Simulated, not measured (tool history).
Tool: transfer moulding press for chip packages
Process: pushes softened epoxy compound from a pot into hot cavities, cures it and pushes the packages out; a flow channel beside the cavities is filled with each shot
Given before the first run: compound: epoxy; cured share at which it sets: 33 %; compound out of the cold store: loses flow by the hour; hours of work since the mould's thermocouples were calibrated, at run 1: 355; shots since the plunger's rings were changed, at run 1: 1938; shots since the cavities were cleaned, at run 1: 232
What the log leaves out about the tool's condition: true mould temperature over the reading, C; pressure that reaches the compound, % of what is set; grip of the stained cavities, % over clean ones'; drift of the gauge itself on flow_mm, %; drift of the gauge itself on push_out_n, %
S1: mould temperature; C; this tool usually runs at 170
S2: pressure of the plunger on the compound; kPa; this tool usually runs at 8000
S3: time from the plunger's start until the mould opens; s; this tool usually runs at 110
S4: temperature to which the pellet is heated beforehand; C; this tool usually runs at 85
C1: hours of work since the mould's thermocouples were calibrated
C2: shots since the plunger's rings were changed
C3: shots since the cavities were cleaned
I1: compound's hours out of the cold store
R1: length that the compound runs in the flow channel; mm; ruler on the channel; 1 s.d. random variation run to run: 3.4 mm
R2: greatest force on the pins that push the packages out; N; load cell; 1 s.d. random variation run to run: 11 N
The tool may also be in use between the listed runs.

run 1 hour=0 | S1=170 S2=8000 S3=110 S4=85 | C1=355 C2=1938 C3=232 | I1=35.2 | R1=596 R2=786
run 2 hour=42.7 | S1=170 S2=8000 S3=110 S4=79 | C1=384 C2=2457 C3=751 | I1=45.1 | R1=583 R2=1036
-- hour=48.3 cavities cleaned with cleaning compound and waxed
run 3 hour=95.6 | S1=170 S2=8000 S3=110 S4=79 | C1=419 C2=3084 C3=577 | I1=20.2 | R1=613 R2=1220
-- hour=114.3 cavities cleaned with cleaning compound and waxed
run 4 hour=124 | S1=170 S2=8000 S3=110 S4=79 | C1=437 C2=3411 C3=118 | I1=41.6 | R1=575 R2=687
-- hour=179.1 cavities cleaned with cleaning compound and waxed
run 5 hour=179.1 | S1=170 S2=8000 S3=110 S4=79 | C1=473 C2=4064 C3=0 | I1=17.3 | R1=609 R2=505
run 6 hour=234.1 | S1=170 S2=8000 S3=110 S4=85 | C1=511 C2=4734 C3=670 | I1=11.1 | R1=602 R2=1036
-- hour=241.5 cavities cleaned with cleaning compound and waxed, once more
-- hour=244 plunger's sealing rings changed
run 7 hour=267.8 | S1=170 S2=8000 S3=110 S4=85 | C1=531 C2=289 C3=289 | I1=15.1 | R1=636 R2=843
-- hour=308.5 mould's thermocouples calibrated
-- hour=310 cavities cleaned with cleaning compound and waxed
run 8 hour=333.7 | S1=170 S2=8000 S3=147 S4=85 | C1=16 C2=1050 C3=288 | I1=27.5 | R1=618 R2=673
-- hour=378.7 cavities cleaned with cleaning compound and waxed
run 9 hour=390.1 | S1=170 S2=8000 S3=147 S4=85 | C1=53 C2=1719 C3=139 | I1=11.5 | R1=633 R2=557
-- hour=442.7 cavities cleaned with cleaning compound and waxed
run 10 hour=442.7 | S1=170 S2=8000 S3=147 S4=85 | C1=88 C2=2340 C3=0 | I1=11.8 | R1=636 R2=415
run 11 hour=503.9 | S1=170 S2=8000 S3=147 S4=85 | C1=129 C2=3087 C3=747 | I1=26.4 | R1=600 R2=885
-- hour=509.7 cavities cleaned with cleaning compound and waxed
run 12 hour=558 | S1=170 S2=8000 S3=147 S4=85 | C1=165 C2=3727 C3=588 | I1=25.4 | R1=594 R2=861
-- hour=578.6 cavities cleaned with cleaning compound and waxed
run 13 hour=611.4 | S1=170 S2=8000 S3=110 S4=94 | C1=200 C2=4359 C3=400 | I1=23.6 | R1=590 R2=954
-- hour=643.2 cavities cleaned with cleaning compound and waxed
-- hour=652.3 plunger's sealing rings changed
run 14 hour=652.3 | S1=170 S2=8000 S3=110 S4=94 | C1=225 C2=0 C3=81 | I1=14.6 | R1=643 R2=631
run 15 hour=688.2 | S1=178 S2=6290 S3=104 S4=91 | C1=249 C2=437 C3=518 | I1=34.9 | R1=514 R2=858
-- hour=714 cavities cleaned with cleaning compound and waxed
run 16 hour=719.8 | S1=171 S2=8000 S3=110 S4=92 | C1=270 C2=803 C3=70 | I1=39.3 | R1=599 R2=591
run 17 hour=774.9 | S1=170 S2=7290 S3=110 S4=85 | C1=307 C2=1474 C3=741 | I1=46.7 | R1=561 R2=1061
-- hour=781.2 cavities cleaned with cleaning compound and waxed
run 18 hour=823.5 | S1=170 S2=7290 S3=110 S4=85 | C1=339 C2=2048 C3=515 | I1=15.1 | R1=601 R2=1045
-- hour=847 cavities cleaned with cleaning compound and waxed
run 19 hour=856.3 | S1=170 S2=6300 S3=135 S4=90 | C1=360 C2=2429 C3=113 | I1=21.8 | R1=544 R2=564
run 20 hour=894.1 | S1=167 S2=8000 S3=110 S4=79 | C1=385 C2=2889 C3=573 | I1=27.6 | R1=617 R2=1235
-- hour=914.2 cavities cleaned with cleaning compound and waxed
run 21 hour=928.6 | S1=167 S2=8000 S3=110 S4=79 | C1=408 C2=3292 C3=176 | I1=39.6 | R1=590 R2=872
run 22 hour=964.1 | S1=167 S2=9770 S3=142 S4=79 | C1=432 C2=3724 C3=608 | I1=40.8 | R1=646 R2=891
-- hour=978.7 cavities cleaned with cleaning compound and waxed
run 23 hour=1015.3 | S1=169 S2=8000 S3=110 S4=95 | C1=465 C2=4329 C3=445 | I1=48 | R1=553 R2=1002
-- hour=1045.8 cavities cleaned with cleaning compound and waxed
run 24 hour=1049.3 | S1=169 S2=8000 S3=110 S4=95 | C1=487 C2=4725 C3=42 | I1=38.7 | R1=563 R2=547
-- hour=1060.8 plunger's sealing rings changed
run 25 hour=1078.4 | S1=165 S2=6150 S3=97 S4=94 | C1=506 C2=214 C3=366 | I1=8.7 | R1=590 R2=1808
-- hour=1114.3 cavities cleaned with cleaning compound and waxed
run 26 hour=1116.1 | S1=165 S2=6150 S3=97 S4=94 | C1=530 C2=655 C3=22 | I1=11.7 | R1=581 R2=1045
-- hour=1154.3 mould's thermocouples calibrated
run 27 hour=1154.3 | S1=165 S2=6150 S3=149 S4=86 | C1=0 C2=1096 C3=463 | I1=27.2 | R1=560 R2=879
-- hour=1182.5 cavities cleaned with cleaning compound and waxed
run 28 hour=1190.4 | S1=165 S2=6150 S3=149 S4=86 | C1=23 C2=1517 C3=97 | I1=13.1 | R1=578 R2=641

Hidden state at the last listed run before each entry between runs and at the first one after, where it differs:
Runs 2 to 3: cavities cleaned with cleaning compound and waxed (hour 48.3)
  true mould temperature over the reading, C: 1.12 -> 1.18; pressure that reaches the compound, % of what is set: 93.34 -> 91.45; grip of the stained cavities, % over clean ones': 114.2 -> 139.5
  the result without the hidden state subtracted from the measured one, R1: -25 -> -33 mm; R2: +523 -> +677 N
Runs 3 to 4: cavities cleaned with cleaning compound and waxed (hour 114.3)
  true mould temperature over the reading, C: 1.18 -> 1.22; pressure that reaches the compound, % of what is set: 91.45 -> 90.54; grip of the stained cavities, % over clean ones': 139.5 -> 38.1
  the result without the hidden state subtracted from the measured one, R1: -33 -> -34 mm; R2: +677 -> +158 N
Runs 4 to 5: cavities cleaned with cleaning compound and waxed (hour 179.1)
  true mould temperature over the reading, C: 1.22 -> 1.29; pressure that reaches the compound, % of what is set: 90.54 -> 88.67; grip of the stained cavities, % over clean ones': 38.1 -> 1.3
  the result without the hidden state subtracted from the measured one, R1: -34 -> -43 mm; R2: +158 -> -31 N
Runs 6 to 7: cavities cleaned with cleaning compound and waxed, once more (hour 241.5); plunger's sealing rings changed (hour 244)
  true mould temperature over the reading, C: 1.37 -> 1.41; pressure that reaches the compound, % of what is set: 86.73 -> 98.76; grip of the stained cavities, % over clean ones': 111.2 -> 73.9
  the result without the hidden state subtracted from the measured one, R1: -49 -> -10 mm; R2: +508 -> +320 N
Runs 7 to 8: mould's thermocouples calibrated (hour 308.5); cavities cleaned with cleaning compound and waxed (hour 310)
  true mould temperature over the reading, C: 1.41 -> 0.04; pressure that reaches the compound, % of what is set: 98.76 -> 96.69; grip of the stained cavities, % over clean ones': 73.9 -> 74.1
  the result without the hidden state subtracted from the measured one, R1: -10 -> -10 mm; R2: +320 -> +289 N
Runs 8 to 9: cavities cleaned with cleaning compound and waxed (hour 378.7)
  true mould temperature over the reading, C: 0.04 -> 0.11; pressure that reaches the compound, % of what is set: 96.69 -> 94.62; grip of the stained cavities, % over clean ones': 74.1 -> 38.6
  the result without the hidden state subtracted from the measured one, R1: -10 -> -19 mm; R2: +289 -> +156 N
Runs 9 to 10: cavities cleaned with cleaning compound and waxed (hour 442.7)
  true mould temperature over the reading, C: 0.11 -> 0.18; pressure that reaches the compound, % of what is set: 94.62 -> 92.74; grip of the stained cavities, % over clean ones': 38.6 -> 0.7
  the result without the hidden state subtracted from the measured one, R1: -19 -> -25 mm; R2: +156 -> +2 N
Runs 11 to 12: cavities cleaned with cleaning compound and waxed (hour 509.7)
  true mould temperature over the reading, C: 0.27 -> 0.34; pressure that reaches the compound, % of what is set: 90.51 -> 88.37; grip of the stained cavities, % over clean ones': 114.5 -> 106.9
  the result without the hidden state subtracted from the measured one, R1: -32 -> -40 mm; R2: +471 -> +442 N
Runs 12 to 13: cavities cleaned with cleaning compound and waxed (hour 578.6)
  true mould temperature over the reading, C: 0.34 -> 0.42; pressure that reaches the compound, % of what is set: 88.37 -> 86.59; grip of the stained cavities, % over clean ones': 106.9 -> 91.3
  the result without the hidden state subtracted from the measured one, R1: -40 -> -46 mm; R2: +442 -> +443 N
Runs 13 to 14: cavities cleaned with cleaning compound and waxed (hour 643.2); plunger's sealing rings changed (hour 652.3)
  true mould temperature over the reading, C: 0.42 -> 0.48; pressure that reaches the compound, % of what is set: 86.59 -> 100; grip of the stained cavities, % over clean ones': 91.3 -> 27.8
  the result without the hidden state subtracted from the measured one, R1: -46 -> -2 mm; R2: +443 -> +125 N
Runs 15 to 16: cavities cleaned with cleaning compound and waxed (hour 714)
  true mould temperature over the reading, C: 0.53 -> 0.58; pressure that reaches the compound, % of what is set: 98.84 -> 97.75; grip of the stained cavities, % over clean ones': 102.9 -> 22.5
  the result without the hidden state subtracted from the measured one, R1: -4 -> -9 mm; R2: +433 -> +96 N
Runs 17 to 18: cavities cleaned with cleaning compound and waxed (hour 781.2)
  true mould temperature over the reading, C: 0.65 -> 0.71; pressure that reaches the compound, % of what is set: 95.77 -> 94.06; grip of the stained cavities, % over clean ones': 113.7 -> 99.9
  the result without the hidden state subtracted from the measured one, R1: -15 -> -22 mm; R2: +548 -> +501 N
Runs 18 to 19: cavities cleaned with cleaning compound and waxed (hour 847)
  true mould temperature over the reading, C: 0.71 -> 0.76; pressure that reaches the compound, % of what is set: 94.06 -> 92.84; grip of the stained cavities, % over clean ones': 99.9 -> 35.6
  the result without the hidden state subtracted from the measured one, R1: -22 -> -24 mm; R2: +501 -> +143 N
Runs 20 to 21: cavities cleaned with cleaning compound and waxed (hour 914.2)
  true mould temperature over the reading, C: 0.81 -> 0.85; pressure that reaches the compound, % of what is set: 91.45 -> 90.21; grip of the stained cavities, % over clean ones': 104.3 -> 53.2
  the result without the hidden state subtracted from the measured one, R1: -31 -> -34 mm; R2: +592 -> +266 N
Runs 22 to 23: cavities cleaned with cleaning compound and waxed (hour 978.7)
  true mould temperature over the reading, C: 0.91 -> 0.97; pressure that reaches the compound, % of what is set: 88.77 -> 86.82; grip of the stained cavities, % over clean ones': 105.1 -> 96.9
  the result without the hidden state subtracted from the measured one, R1: -44 -> -44 mm; R2: +447 -> +469 N
Runs 23 to 24: cavities cleaned with cleaning compound and waxed (hour 1045.8)
  true mould temperature over the reading, C: 0.97 -> 1.02; pressure that reaches the compound, % of what is set: 86.82 -> 85.75; grip of the stained cavities, % over clean ones': 96.9 -> 13.4
  the result without the hidden state subtracted from the measured one, R1: -44 -> -49 mm; R2: +469 -> +37 N
Runs 24 to 25: plunger's sealing rings changed (hour 1060.8)
  true mould temperature over the reading, C: 1.02 -> 1.05; pressure that reaches the compound, % of what is set: 85.75 -> 98.87; grip of the stained cavities, % over clean ones': 13.4 -> 84
  the result without the hidden state subtracted from the measured one, R1: -49 -> -8 mm; R2: +37 -> +733 N
Runs 25 to 26: cavities cleaned with cleaning compound and waxed (hour 1114.3)
  true mould temperature over the reading, C: 1.05 -> 1.1; pressure that reaches the compound, % of what is set: 98.87 -> 97.41; grip of the stained cavities, % over clean ones': 84 -> 10.6
  the result without the hidden state subtracted from the measured one, R1: -8 -> -13 mm; R2: +733 -> +5 N
Runs 26 to 27: mould's thermocouples calibrated (hour 1154.3)
  true mould temperature over the reading, C: 1.1 -> 0.06; pressure that reaches the compound, % of what is set: 97.41 -> 96.12; grip of the stained cavities, % over clean ones': 10.6 -> 95.1
  the result without the hidden state subtracted from the measured one, R1: -13 -> -11 mm; R2: +5 -> +426 N
Runs 27 to 28: cavities cleaned with cleaning compound and waxed (hour 1182.5)
  true mould temperature over the reading, C: 0.06 -> 0.11; pressure that reaches the compound, % of what is set: 96.12 -> 94.88; grip of the stained cavities, % over clean ones': 95.1 -> 39.8
  the result without the hidden state subtracted from the measured one, R1: -11 -> -16 mm; R2: +426 -> +182 N

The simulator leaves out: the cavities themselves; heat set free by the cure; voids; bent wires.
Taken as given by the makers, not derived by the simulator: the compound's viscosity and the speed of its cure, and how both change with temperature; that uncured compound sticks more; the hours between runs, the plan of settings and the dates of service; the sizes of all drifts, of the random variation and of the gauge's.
